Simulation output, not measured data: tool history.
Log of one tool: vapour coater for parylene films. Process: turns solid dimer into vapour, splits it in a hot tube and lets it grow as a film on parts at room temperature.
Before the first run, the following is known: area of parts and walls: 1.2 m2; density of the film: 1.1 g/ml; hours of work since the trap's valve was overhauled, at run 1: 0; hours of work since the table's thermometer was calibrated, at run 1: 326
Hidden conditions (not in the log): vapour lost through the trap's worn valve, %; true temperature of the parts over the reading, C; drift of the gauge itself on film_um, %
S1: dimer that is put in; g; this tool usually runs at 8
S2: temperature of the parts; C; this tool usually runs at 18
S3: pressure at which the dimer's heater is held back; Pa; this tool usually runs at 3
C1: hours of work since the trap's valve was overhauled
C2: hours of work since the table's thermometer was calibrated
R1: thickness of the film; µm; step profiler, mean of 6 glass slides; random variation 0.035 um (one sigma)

run 1 hour=0 | S1=8 S2=18 S3=3 | C1=0 C2=326 | R1=3.56
run 2 hour=45.3 | S1=8 S2=18 S3=3 | C1=27 C2=353 | R1=3.68
run 3 hour=99.8 | S1=8 S2=18 S3=3 | C1=60 C2=386 | R1=3.59
run 4 hour=150.5 | S1=8 S2=18 S3=3 | C1=91 C2=417 | R1=3.62
run 5 hour=189.9 | S1=8 S2=18 S3=3 | C1=115 C2=441 | R1=3.6
run 6 hour=242.8 | S1=8 S2=18 S3=3 | C1=147 C2=473 | R1=3.6
run 7 hour=275.6 | S1=8 S2=18 S3=3 | C1=167 C2=493 | R1=3.6
run 8 hour=316.4 | S1=8 S2=18 S3=3 | C1=191 C2=517 | R1=3.58
run 9 hour=363.8 | S1=8 S2=18 S3=3 | C1=220 C2=546 | R1=3.53
run 10 hour=387.9 | S1=8 S2=18 S3=3 | C1=234 C2=561 | R1=3.62
run 11 hour=438.7 | S1=4 S2=18 S3=3 | C1=265 C2=591 | R1=1.77
run 12 hour=495.6 | S1=8 S2=18 S3=3.42 | C1=300 C2=626 | R1=3.46
run 13 hour=519.9 | S1=8 S2=18 S3=3.42 | C1=314 C2=640 | R1=3.46
-- hour=546 trap's valve overhauled
run 14 hour=573.1 | S1=8 S2=18 S3=3.42 | C1=16 C2=670 | R1=3.49
run 15 hour=620.7 | S1=8 S2=20 S3=3 | C1=45 C2=699 | R1=3.41
run 16 hour=647.1 | S1=8 S2=20 S3=3 | C1=61 C2=715 | R1=3.4
run 17 hour=688.2 | S1=8 S2=20 S3=3 | C1=86 C2=740 | R1=3.38
run 18 hour=727.8 | S1=8 S2=20 S3=3 | C1=110 C2=764 | R1=3.35
run 19 hour=766.3 | S1=8 S2=18 S3=3.34 | C1=133 C2=787 | R1=3.51
run 20 hour=796.2 | S1=7 S2=18 S3=3 | C1=151 C2=805 | R1=3.13
run 21 hour=828.7 | S1=7 S2=18 S3=3 | C1=171 C2=825 | R1=3.11
run 22 hour=873.8 | S1=7 S2=18 S3=3 | C1=198 C2=852 | R1=3.14
run 23 hour=905.7 | S1=7 S2=18 S3=3 | C1=217 C2=871 | R1=3.14
run 24 hour=942 | S1=8 S2=20 S3=3 | C1=239 C2=893 | R1=3.45
run 25 hour=966 | S1=3 S2=29 S3=3 | C1=254 C2=908 | R1=1
run 26 hour=1002.3 | S1=7 S2=13 S3=2.56 | C1=276 C2=930 | R1=3.72
run 27 hour=1030.9 | S1=4 S2=18 S3=11.32 | C1=293 C2=947 | R1=1.31
run 28 hour=1073.4 | S1=4 S2=10 S3=11.32 | C1=319 C2=973 | R1=1.58
-- hour=1090.4 trap's valve overhauled
run 29 hour=1109.4 | S1=10 S2=25 S3=5.28 | C1=11 C2=992 | R1=3.23
run 30 hour=1163.8 | S1=5 S2=16 S3=7.37 | C1=44 C2=1025 | R1=1.94
run 31 hour=1216.5 | S1=10 S2=28 S3=3 | C1=76 C2=1057 | R1=3.39
run 32 hour=1253.4 | S1=10 S2=28 S3=3 | C1=99 C2=1079 | R1=3.41
run 33 hour=1294.9 | S1=10 S2=28 S3=3 | C1=124 C2=1104 | R1=3.46
run 34 hour=1326.4 | S1=8 S2=13 S3=4.35 | C1=143 C2=1123 | R1=3.76
run 35 hour=1384.5 | S1=7 S2=19 S3=4.85 | C1=178 C2=1158 | R1=2.74
run 36 hour=1422.2 | S1=5 S2=14 S3=3 | C1=201 C2=1181 | R1=2.53
run 37 hour=1460.4 | S1=4 S2=16 S3=3.48 | C1=224 C2=1204 | R1=1.84
run 38 hour=1511.2 | S1=4 S2=16 S3=3.48 | C1=254 C2=1235 | R1=1.82
run 39 hour=1567.3 | S1=12 S2=13 S3=3.34 | C1=288 C2=1269 | R1=6.01
run 40 hour=1604.2 | S1=12 S2=13 S3=3.34 | C1=311 C2=1291 | R1=5.97
-- hour=1632.6 trap's valve overhauled
run 41 hour=1641.9 | S1=12 S2=13 S3=3.34 | C1=6 C2=1311 | R1=6.01
-- hour=1654.3 table's thermometer calibrated
run 42 hour=1670.4 | S1=12 S2=13 S3=3.34 | C1=22 C2=10 | R1=6.07

How the hidden state differs across the entries between the runs, from the last listed run before each to the first after it:
Between runs 13 and 14: trap's valve overhauled (hour 546)
  vapour lost through the trap's worn valve, %: 0.5 -> 0; true temperature of the parts over the reading, C: -0.02 -> -0.03
Between runs 28 and 29: trap's valve overhauled (hour 1090.4)
  vapour lost through the trap's worn valve, %: 0.5 -> 0
Between runs 40 and 41: trap's valve overhauled (hour 1632.6)
  vapour lost through the trap's worn valve, %: 0.5 -> 0; true temperature of the parts over the reading, C: -0.04 -> -0.05
Between runs 41 and 42: table's thermometer calibrated (hour 1654.3)
  vapour lost through the trap's worn valve, %: 0 -> 0.1; true temperature of the parts over the reading, C: -0.05 -> 0

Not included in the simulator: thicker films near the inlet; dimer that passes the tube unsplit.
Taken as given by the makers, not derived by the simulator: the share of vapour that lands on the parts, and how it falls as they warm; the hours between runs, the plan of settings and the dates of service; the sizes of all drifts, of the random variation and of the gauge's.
